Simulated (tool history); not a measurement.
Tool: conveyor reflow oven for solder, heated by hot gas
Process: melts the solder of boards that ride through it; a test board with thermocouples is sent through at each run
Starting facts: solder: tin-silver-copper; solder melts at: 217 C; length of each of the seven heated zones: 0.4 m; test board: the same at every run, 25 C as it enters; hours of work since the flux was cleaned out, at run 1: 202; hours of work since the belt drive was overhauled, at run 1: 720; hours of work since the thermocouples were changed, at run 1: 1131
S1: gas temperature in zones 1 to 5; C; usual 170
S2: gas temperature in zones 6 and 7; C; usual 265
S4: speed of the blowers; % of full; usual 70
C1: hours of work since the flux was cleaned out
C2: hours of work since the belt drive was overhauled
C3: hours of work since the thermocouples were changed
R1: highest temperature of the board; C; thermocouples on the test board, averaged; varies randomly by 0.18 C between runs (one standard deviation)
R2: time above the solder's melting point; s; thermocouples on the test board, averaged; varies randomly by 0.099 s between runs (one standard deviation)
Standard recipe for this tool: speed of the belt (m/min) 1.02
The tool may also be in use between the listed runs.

run 1 hour=0.0 | S1=170 S2=265 speed_of_the_belt_(m/min)=1.02 S4=70 | C1=202 C2=720 C3=1131 | R1=251.7 R2=34.12
run 2 hour=38.0 | S1=170 S2=265 speed_of_the_belt_(m/min)=1.02 S4=70 | C1=218 C2=736 C3=1147 | R1=251.8 R2=34.12
run 3 hour=96.6 | S1=170 S2=265 speed_of_the_belt_(m/min)=1.02 S4=70 | C1=243 C2=761 C3=1172 | R1=251.8 R2=34.21
run 4 hour=147.1 | S1=170 S2=265 speed_of_the_belt_(m/min)=1.02 S4=70 | C1=264 C2=782 C3=1193 | R1=251.9 R2=34.10
run 5 hour=205.5 | S1=170 S2=265 speed_of_the_belt_(m/min)=1.02 S4=70 | C1=289 C2=807 C3=1218 | R1=251.5 R2=34.10
run 6 hour=246.9 | S1=170 S2=265 speed_of_the_belt_(m/min)=1.02 S4=70 | C1=306 C2=824 C3=1235 | R1=251.7 R2=33.94
-- hour=287.8 thermocouples of zones 6 and 7 changed
run 7 hour=301.2 | S1=170 S2=265 speed_of_the_belt_(m/min)=1.02 S4=70 | C1=328 C2=846 C3=6 | R1=247.0 R2=31.85
-- hour=362.8 flux residue cleaned out of gas plates and filters
run 8 hour=365.8 | S1=170 S2=265 speed_of_the_belt_(m/min)=1.02 S4=83 | C1=1 C2=871 C3=31 | R1=251.7 R2=34.85
run 9 hour=430.2 | S1=170 S2=265 speed_of_the_belt_(m/min)=1.02 S4=83 | C1=28 C2=898 C3=58 | R1=251.7 R2=34.69
run 10 hour=473.1 | S1=170 S2=265 speed_of_the_belt_(m/min)=1.02 S4=83 | C1=46 C2=916 C3=76 | R1=251.6 R2=35.04
run 11 hour=513.5 | S1=155 S2=265 speed_of_the_belt_(m/min)=1.02 S4=70 | C1=63 C2=933 C3=93 | R1=246.3 R2=29.05
run 12 hour=572.7 | S1=170 S2=265 speed_of_the_belt_(m/min)=1.02 S4=84 | C1=88 C2=958 C3=118 | R1=251.9 R2=35.02
run 13 hour=641.8 | S1=170 S2=265 speed_of_the_belt_(m/min)=0.89 S4=84 | C1=117 C2=987 C3=147 | R1=255.3 R2=42.77
run 14 hour=676.7 | S1=170 S2=265 speed_of_the_belt_(m/min)=0.89 S4=84 | C1=132 C2=1002 C3=162 | R1=255.2 R2=42.73
run 15 hour=733.8 | S1=170 S2=265 speed_of_the_belt_(m/min)=0.89 S4=84 | C1=156 C2=1026 C3=186 | R1=255.4 R2=42.64
run 16 hour=777.4 | S1=155 S2=265 speed_of_the_belt_(m/min)=0.88 S4=84 | C1=175 C2=1044 C3=204 | R1=253.9 R2=39.36
run 17 hour=816.5 | S1=155 S2=265 speed_of_the_belt_(m/min)=0.88 S4=84 | C1=191 C2=1061 C3=220 | R1=253.6 R2=39.19
run 18 hour=855.3 | S1=159 S2=264 speed_of_the_belt_(m/min)=0.88 S4=84 | C1=207 C2=1077 C3=237 | R1=253.3 R2=39.75
run 19 hour=921.5 | S1=159 S2=264 speed_of_the_belt_(m/min)=0.88 S4=84 | C1=235 C2=1105 C3=265 | R1=253.3 R2=39.80
run 20 hour=958.0 | S1=159 S2=264 speed_of_the_belt_(m/min)=0.88 S4=84 | C1=250 C2=1120 C3=280 | R1=253.2 R2=39.66
run 21 hour=1014.4 | S1=170 S2=260 speed_of_the_belt_(m/min)=1.06 S4=69 | C1=274 C2=1144 C3=304 | R1=242.8 R2=28.12
run 22 hour=1071.6 | S1=181 S2=260 speed_of_the_belt_(m/min)=0.95 S4=69 | C1=298 C2=1168 C3=328 | R1=248.2 R2=38.44
run 23 hour=1124.5 | S1=170 S2=265 speed_of_the_belt_(m/min)=1.09 S4=70 | C1=321 C2=1191 C3=350 | R1=246.0 R2=29.09
run 24 hour=1163.4 | S1=156 S2=277 speed_of_the_belt_(m/min)=1.09 S4=70 | C1=337 C2=1207 C3=366 | R1=252.9 R2=29.97
run 25 hour=1193.3 | S1=170 S2=265 speed_of_the_belt_(m/min)=1.02 S4=54 | C1=350 C2=1219 C3=379 | R1=244.4 R2=29.68
-- hour=1207.2 flux residue cleaned out of gas plates and filters
run 26 hour=1257.5 | S1=175 S2=263 speed_of_the_belt_(m/min)=0.84 S4=57 | C1=21 C2=1244 C3=404 | R1=252.1 R2=44.58
run 27 hour=1301.6 | S1=174 S2=272 speed_of_the_belt_(m/min)=0.97 S4=51 | C1=40 C2=1263 C3=422 | R1=254.1 R2=38.08
run 28 hour=1354.8 | S1=174 S2=255 speed_of_the_belt_(m/min)=1.12 S4=51 | C1=62 C2=1285 C3=445 | R1=234.7 R2=20.80
run 29 hour=1423.6 | S1=174 S2=255 speed_of_the_belt_(m/min)=1.12 S4=51 | C1=91 C2=1314 C3=474 | R1=234.5 R2=20.70
run 30 hour=1491.1 | S1=170 S2=265 speed_of_the_belt_(m/min)=1.15 S4=80 | C1=120 C2=1343 C3=502 | R1=247.9 R2=28.87

Hidden state at the last listed run before each entry between runs and at the first one after, where it differs:
Runs 6 to 7: thermocouples of zones 6 and 7 changed (hour 287.8)
  heat that the gas passes to the board, % of a clean oven's: 90.6 -> 89.9; belt's true speed, % of the reading: 99.05 -> 99.03; true gas temperature in zones 6 and 7 over the reading, C: 4.82 -> -0.07
  measured less the result without the state, R1: +2.4 -> -2.0 C; R2: +1.09 -> -1.12 s
Runs 7 to 8: flux residue cleaned out of gas plates and filters (hour 362.8)
  heat that the gas passes to the board, % of a clean oven's: 89.9 -> 99.9; belt's true speed, % of the reading: 99.03 -> 99; true gas temperature in zones 6 and 7 over the reading, C: -0.07 -> 0.02
  measured less the result without the state, R1: -2.0 -> +0.3 C; R2: -1.12 -> +0.52 s
Runs 25 to 26: flux residue cleaned out of gas plates and filters (hour 1207.2)
  heat that the gas passes to the board, % of a clean oven's: 89.9 -> 98.4; belt's true speed, % of the reading: 98.6 -> 98.57; true gas temperature in zones 6 and 7 over the reading, C: 1.36 -> 1.46
  measured less the result without the state, R1: -0.4 -> +1.5 C; R2: -0.12 -> +1.43 s

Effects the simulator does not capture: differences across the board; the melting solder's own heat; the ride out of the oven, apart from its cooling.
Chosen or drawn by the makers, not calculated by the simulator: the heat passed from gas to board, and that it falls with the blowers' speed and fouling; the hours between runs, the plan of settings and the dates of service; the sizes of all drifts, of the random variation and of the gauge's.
